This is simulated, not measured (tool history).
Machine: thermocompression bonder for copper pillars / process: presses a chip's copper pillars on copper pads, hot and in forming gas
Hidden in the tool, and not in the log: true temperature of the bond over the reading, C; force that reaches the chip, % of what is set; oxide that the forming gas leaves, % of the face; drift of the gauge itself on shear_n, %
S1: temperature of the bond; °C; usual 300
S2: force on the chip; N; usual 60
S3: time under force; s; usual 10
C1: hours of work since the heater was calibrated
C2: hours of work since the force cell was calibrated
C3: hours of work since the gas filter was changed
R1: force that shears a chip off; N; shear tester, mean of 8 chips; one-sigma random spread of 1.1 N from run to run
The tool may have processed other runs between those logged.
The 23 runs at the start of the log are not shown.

run,hour,S1,S2,S3,C1,C2,C3,R1
24,795.8,274,60,10,861,575,111,63.4
25,844.4,300,42,14,887,601,138,66.5
26,883.1,300,42,29,908,622,159,82
27,904.9,300,53,8,920,634,171,66.1
28,928.3,293,39,18,933,647,183,60.5
29,953,293,39,18,946,660,197,58.3
# hour 961.1: forming gas filter changed
30,985.1,293,39,18,964,677,13,64
31,1015.2,294,56,15,980,694,29,87.7
32,1059.6,280,38,12,1004,718,54,44.6
33,1090.3,280,38,12,1021,734,70,43.3
34,1136.3,280,38,12,1046,760,95,41.6
35,1160.4,300,60,8,1059,773,108,75
36,1208.8,300,60,8,1085,799,135,73.8
37,1230.1,284,60,8,1097,810,146,62.7
38,1264.7,272,69,12,1115,829,165,71.4

Consider 5 possible next runs. They are alternatives, not a sequence: every one starts from the tool as it was left by run 38. What does each give?
A,1292.2,316,60,17,1130,844,180,?
B,1292.2,283,69,12,1130,844,180,?
C,1292.2,300,37,10,1130,844,180,?
D,1292.2,295,60,10,1130,844,180,?
E,1292.2,272,73,26,1130,844,180,?

run,R1
A,103.9
B,80.3
C,47
D,75.4
E,92.8
Without the tool's hidden state the same runs would have given:
run,R1
A,123.2
B,100.7
C,61.6
D,95.1
E,113.9

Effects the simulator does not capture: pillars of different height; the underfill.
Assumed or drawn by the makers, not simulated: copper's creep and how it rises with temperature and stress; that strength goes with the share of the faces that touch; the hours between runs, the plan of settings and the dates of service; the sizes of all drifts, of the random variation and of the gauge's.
